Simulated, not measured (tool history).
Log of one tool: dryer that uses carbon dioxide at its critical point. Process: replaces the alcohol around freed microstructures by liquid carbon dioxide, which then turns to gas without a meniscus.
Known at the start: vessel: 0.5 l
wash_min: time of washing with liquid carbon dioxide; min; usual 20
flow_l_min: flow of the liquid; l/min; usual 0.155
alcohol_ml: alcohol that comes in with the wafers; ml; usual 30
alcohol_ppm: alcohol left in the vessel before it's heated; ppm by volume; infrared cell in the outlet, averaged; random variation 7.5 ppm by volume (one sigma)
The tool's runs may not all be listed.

Run 1, hour 0: usual settings. Result: alcohol_ppm 523 ppm by volume.
Run 2, hour 17.5: usual settings. Result: alcohol_ppm 541 ppm by volume.
Run 3, hour 42.1: usual settings but flow_l_min 0.114 l/min. Result: alcohol_ppm 1982 ppm by volume.
At hour 57: inlet filter changed.
Run 4, hour 60.8: usual settings but flow_l_min 0.114 l/min. Result: alcohol_ppm 1508 ppm by volume.
Run 5, hour 72.9: usual settings but alcohol_ml 23 ml. Result: alcohol_ppm 294 ppm by volume.
Run 6, hour 91.9: usual settings but alcohol_ml 34 ml. Result: alcohol_ppm 440 ppm by volume.
Run 7, hour 106.2: usual settings. Result: alcohol_ppm 390 ppm by volume.
Run 8, hour 125.1: usual settings. Result: alcohol_ppm 406 ppm by volume.
Run 9, hour 139.6: usual settings. Result: alcohol_ppm 405 ppm by volume.
Run 10, hour 162.4: usual settings. Result: alcohol_ppm 408 ppm by volume.
Run 11, hour 185.9: usual settings. Result: alcohol_ppm 407 ppm by volume.
Run 12, hour 204.3: usual settings but flow_l_min 0.162 l/min. Result: alcohol_ppm 318 ppm by volume.
Run 13, hour 226.3: usual settings but wash_min 13 min, flow_l_min 0.197 l/min, alcohol_ml 34 ml. Result: alcohol_ppm 1053 ppm by volume.
Run 14, hour 242.5: usual settings but wash_min 13 min, flow_l_min 0.098 l/min, alcohol_ml 25 ml. Result: alcohol_ppm 6762 ppm by volume.
Run 15, hour 262.6: usual settings but wash_min 31 min, flow_l_min 0.197 l/min, alcohol_ml 117 ml. Result: alcohol_ppm 39 ppm by volume.
Run 16, hour 275.2: usual settings but wash_min 12 min, flow_l_min 0.103 l/min, alcohol_ml 117 ml. Result: alcohol_ppm 32552 ppm by volume.
Run 17, hour 295.1: usual settings but wash_min 12 min, flow_l_min 0.103 l/min, alcohol_ml 117 ml. Result: alcohol_ppm 33437 ppm by volume.
Run 18, hour 310.2: usual settings but wash_min 18 min, flow_l_min 0.103 l/min, alcohol_ml 31 ml. Result: alcohol_ppm 3342 ppm by volume.
Run 19, hour 323.6: usual settings but wash_min 25 min, flow_l_min 0.156 l/min, alcohol_ml 39 ml. Result: alcohol_ppm 172 ppm by volume.
Run 20, hour 345.1: usual settings but wash_min 25 min, flow_l_min 0.156 l/min, alcohol_ml 39 ml. Result: alcohol_ppm 171 ppm by volume.
Run 21, hour 361.7: usual settings but wash_min 25 min, flow_l_min 0.115 l/min, alcohol_ml 69 ml. Result: alcohol_ppm 1449 ppm by volume.
Run 22, hour 377.8: usual settings but wash_min 19 min, flow_l_min 0.262 l/min, alcohol_ml 81 ml. Result: alcohol_ppm 74 ppm by volume.
Run 23, hour 398.2: usual settings but wash_min 19 min, flow_l_min 0.262 l/min, alcohol_ml 81 ml. Result: alcohol_ppm 74 ppm by volume.

3 ways to go on from here, each from the tool as it stands after run 23. What would each give?
Run A, hour 420.6: usual settings but wash_min 21 min, flow_l_min 0.118 l/min, alcohol_ml 38 ml. Result: alcohol_ppm ?.
Run B, hour 420.6: usual settings but wash_min 30 min, flow_l_min 0.211 l/min, alcohol_ml 31 ml. Result: alcohol_ppm ?.
Run C, hour 420.6: usual settings but flow_l_min 0.148 l/min. Result: alcohol_ppm ?.

run  alcohol_ppm
  A         1549
  B           31
  C          588
Without the tool's hidden state the same runs would have given:
run  alcohol_ppm
  A         1356
  B            8
  C          493
